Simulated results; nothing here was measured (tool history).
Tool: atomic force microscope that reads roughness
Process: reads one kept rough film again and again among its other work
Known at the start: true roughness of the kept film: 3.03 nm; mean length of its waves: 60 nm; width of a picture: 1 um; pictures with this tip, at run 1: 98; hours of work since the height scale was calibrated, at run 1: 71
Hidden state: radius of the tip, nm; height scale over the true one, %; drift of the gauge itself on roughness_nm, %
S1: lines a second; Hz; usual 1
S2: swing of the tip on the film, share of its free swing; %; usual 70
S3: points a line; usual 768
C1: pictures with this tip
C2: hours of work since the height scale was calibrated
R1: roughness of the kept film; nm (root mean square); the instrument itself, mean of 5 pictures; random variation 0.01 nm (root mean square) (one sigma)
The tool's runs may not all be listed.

{"run": 1, "hour": 0.0, "S1": 1, "S2": 70, "S3": 768, "C1": 98, "C2": 71, "R1": 2.808}
{"run": 2, "hour": 14.8, "S1": 1, "S2": 70, "S3": 768, "C1": 113, "C2": 78, "R1": 2.804}
{"run": 3, "hour": 24.9, "S1": 1.23, "S2": 70, "S3": 768, "C1": 123, "C2": 83, "R1": 2.756}
{"run": 4, "hour": 47.4, "S1": 1.23, "S2": 70, "S3": 768, "C1": 145, "C2": 93, "R1": 2.756}
{"run": 5, "hour": 58.1, "S1": 1, "S2": 70, "S3": 768, "C1": 156, "C2": 98, "R1": 2.805}
{"run": 6, "hour": 71.3, "S1": 1, "S2": 70, "S3": 768, "C1": 169, "C2": 105, "R1": 2.822}
{"run": 7, "hour": 91.8, "S1": 1, "S2": 70, "S3": 768, "C1": 189, "C2": 114, "R1": 2.796}
{"run": 8, "hour": 112.9, "S1": 1, "S2": 70, "S3": 768, "C1": 210, "C2": 124, "R1": 2.812}
{"run": 9, "hour": 129.5, "S1": 1, "S2": 70, "S3": 768, "C1": 227, "C2": 132, "R1": 2.803}
{"run": 10, "hour": 153.0, "S1": 1, "S2": 70, "S3": 768, "C1": 250, "C2": 144, "R1": 2.815}
{"hour": 164.2, "done": "new tip fitted"}
{"run": 11, "hour": 173.4, "S1": 1, "S2": 70, "S3": 768, "C1": 9, "C2": 153, "R1": 2.819}
{"run": 12, "hour": 190.4, "S1": 0.58, "S2": 62, "S3": 398, "C1": 26, "C2": 161, "R1": 2.908}
{"run": 13, "hour": 211.9, "S1": 2.16, "S2": 75, "S3": 359, "C1": 48, "C2": 171, "R1": 2.529}
{"run": 14, "hour": 223.3, "S1": 2.16, "S2": 75, "S3": 359, "C1": 59, "C2": 177, "R1": 2.54}
{"run": 15, "hour": 241.5, "S1": 2.79, "S2": 70, "S3": 768, "C1": 77, "C2": 186, "R1": 2.54}
{"run": 16, "hour": 252.0, "S1": 1.04, "S2": 83, "S3": 768, "C1": 87, "C2": 191, "R1": 2.639}
{"run": 17, "hour": 262.3, "S1": 1, "S2": 65, "S3": 569, "C1": 98, "C2": 195, "R1": 2.841}
{"run": 18, "hour": 279.7, "S1": 3.08, "S2": 70, "S3": 768, "C1": 115, "C2": 204, "R1": 2.505}
{"run": 19, "hour": 293.3, "S1": 3.08, "S2": 70, "S3": 768, "C1": 129, "C2": 210, "R1": 2.514}
{"run": 20, "hour": 306.5, "S1": 3.08, "S2": 67, "S3": 392, "C1": 142, "C2": 217, "R1": 2.56}
{"run": 21, "hour": 316.2, "S1": 1.75, "S2": 75, "S3": 482, "C1": 151, "C2": 221, "R1": 2.606}

Hidden state at the last listed run before each entry between runs and at the first one after, where it differs:
Between runs 10 and 11: new tip fitted (hour 164.2)
  radius of the tip, nm: 5.9 -> 5.1

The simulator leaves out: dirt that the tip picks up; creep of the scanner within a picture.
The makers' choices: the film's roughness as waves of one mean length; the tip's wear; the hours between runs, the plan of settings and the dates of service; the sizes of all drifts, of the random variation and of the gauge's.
